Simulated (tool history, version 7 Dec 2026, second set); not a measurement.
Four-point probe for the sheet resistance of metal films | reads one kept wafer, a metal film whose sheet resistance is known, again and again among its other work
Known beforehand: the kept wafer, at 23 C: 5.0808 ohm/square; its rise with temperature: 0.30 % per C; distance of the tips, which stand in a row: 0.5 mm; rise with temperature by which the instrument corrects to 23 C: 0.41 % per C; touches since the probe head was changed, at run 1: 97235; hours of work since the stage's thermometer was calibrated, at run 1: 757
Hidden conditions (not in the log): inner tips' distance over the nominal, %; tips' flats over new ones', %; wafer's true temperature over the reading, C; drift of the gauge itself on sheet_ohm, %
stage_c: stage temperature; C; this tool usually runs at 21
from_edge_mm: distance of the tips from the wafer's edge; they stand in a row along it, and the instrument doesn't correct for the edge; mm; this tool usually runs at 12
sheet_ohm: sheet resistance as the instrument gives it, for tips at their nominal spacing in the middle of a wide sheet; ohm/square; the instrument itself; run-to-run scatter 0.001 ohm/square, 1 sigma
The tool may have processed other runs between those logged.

| run | day | stage_c | from_edge_mm | touches since the probe head was changed | hours of work since the stage's thermometer was calibrated | sheet_ohm |
|---|---|---|---|---|---|---|
| 1 | 0 | 21 | 12 | 97235 | 757 | 5.14939 |
| 2 | 1.35 | 21 | 12 | 98283 | 771 | 5.147047 |
| 3 | 2.858 | 21 | 12 | 99456 | 787 | 5.149823 |
| 4 | 4.475 | 21 | 12 | 100712 | 804 | 5.150617 |
| 5 | 5.842 | 21 | 12 | 101775 | 818 | 5.150566 |
| 6 | 7.779 | 21 | 12 | 103280 | 839 | 5.150711 |
| 7 | 9.704 | 21 | 12 | 104775 | 859 | 5.150042 |
| 8 | 10.846 | 21 | 12 | 105662 | 871 | 5.153801 |
| 9 | 12.783 | 21 | 12 | 107166 | 891 | 5.155183 |
| 10 | 13.862 | 21 | 12 | 108007 | 902 | 5.154245 |
| 11 | 14.946 | 21 | 12 | 108848 | 914 | 5.153581 |
| 12 | 15.983 | 21 | 12 | 109653 | 924 | 5.154216 |
| 13 | 17.354 | 21 | 12 | 110717 | 939 | 5.153269 |
| 14 | 18.762 | 21 | 12 | 111812 | 954 | 5.153765 |
| 15 | 19.675 | 21 | 15 | 112520 | 963 | 5.152041 |
| 16 | 21.558 | 21 | 15 | 113984 | 983 | 5.155489 |
| 17 | 22.504 | 21 | 12 | 114720 | 993 | 5.156578 |
| 18 | 24.208 | 21 | 7 | 116042 | 1011 | 5.165554 |
| 19 | 25.9 | 28 | 12 | 117357 | 1028 | 5.115251 |
|  | 26.062 | stage's thermometer calibrated |
| 20 | 27.183 | 28 | 12 | 118339 | 12 | 5.116293 |
| 21 | 28.8 | 28 | 12 | 119596 | 29 | 5.11411 |
| 22 | 30.762 | 28 | 12 | 121119 | 49 | 5.117575 |
| 23 | 32.088 | 28 | 12 | 122149 | 63 | 5.116734 |
|  | 32.742 | stage's thermometer calibrated, once more |
| 24 | 33.275 | 19 | 60 | 123055 | 6 | 5.166688 |
| 25 | 34.479 | 19 | 60 | 123990 | 18 | 5.166371 |
| 26 | 36.371 | 28 | 5 | 125460 | 38 | 5.141303 |
| 27 | 38.046 | 28 | 5 | 126763 | 56 | 5.140307 |
| 28 | 39.208 | 27 | 20 | 127665 | 68 | 5.122646 |
| 29 | 40.354 | 28 | 4 | 128556 | 80 | 5.159882 |
| 30 | 41.908 | 35 | 5 | 129764 | 96 | 5.104361 |
| 31 | 43.704 | 33 | 11 | 131158 | 115 | 5.096537 |
| 32 | 45.275 | 21 | 12 | 132378 | 131 | 5.161727 |
| 33 | 46.158 | 21 | 12 | 133064 | 140 | 5.16242 |
| 34 | 47.775 | 21 | 12 | 134320 | 157 | 5.163229 |
| 35 | 49.6 | 31 | 20 | 135738 | 177 | 5.102699 |
| 36 | 50.921 | 20 | 12 | 136764 | 190 | 5.169807 |
| 37 | 52.179 | 34 | 7 | 137744 | 204 | 5.100128 |
| 38 | 53.333 | 34 | 7 | 138638 | 216 | 5.101403 |
| 39 | 54.496 | 34 | 7 | 139542 | 228 | 5.099068 |
| 40 | 56.462 | 21 | 60 | 141069 | 248 | 5.161581 |
| 41 | 57.946 | 21 | 48 | 142221 | 264 | 5.162511 |
| 42 | 59.133 | 29 | 8 | 143147 | 276 | 5.124886 |
| 43 | 60.758 | 29 | 8 | 144406 | 293 | 5.125462 |
| 44 | 61.65 | 19 | 27 | 145100 | 303 | 5.175607 |

Below are 5 alternative next runs, each starting from the tool's condition after run 44. Predict each:
| A | 63.142 | 27 | 4 | 146261 | 318 | ? |
| B | 63.142 | 29 | 52 | 146261 | 318 | ? |
| C | 63.142 | 21 | 45 | 146261 | 318 | ? |
| D | 63.142 | 22 | 24 | 146261 | 318 | ? |
| E | 63.142 | 19 | 4 | 146261 | 318 | ? |

| run | sheet_ohm |
|---|---|
| A | 5.170763 |
| B | 5.117511 |
| C | 5.163644 |
| D | 5.159211 |
| E | 5.217291 |
Had the tool no hidden state, the same runs would have come out as:
| run | sheet_ohm |
|---|---|
| A | 5.10038 |
| B | 5.047802 |
| C | 5.093326 |
| D | 5.088952 |
| E | 5.146294 |

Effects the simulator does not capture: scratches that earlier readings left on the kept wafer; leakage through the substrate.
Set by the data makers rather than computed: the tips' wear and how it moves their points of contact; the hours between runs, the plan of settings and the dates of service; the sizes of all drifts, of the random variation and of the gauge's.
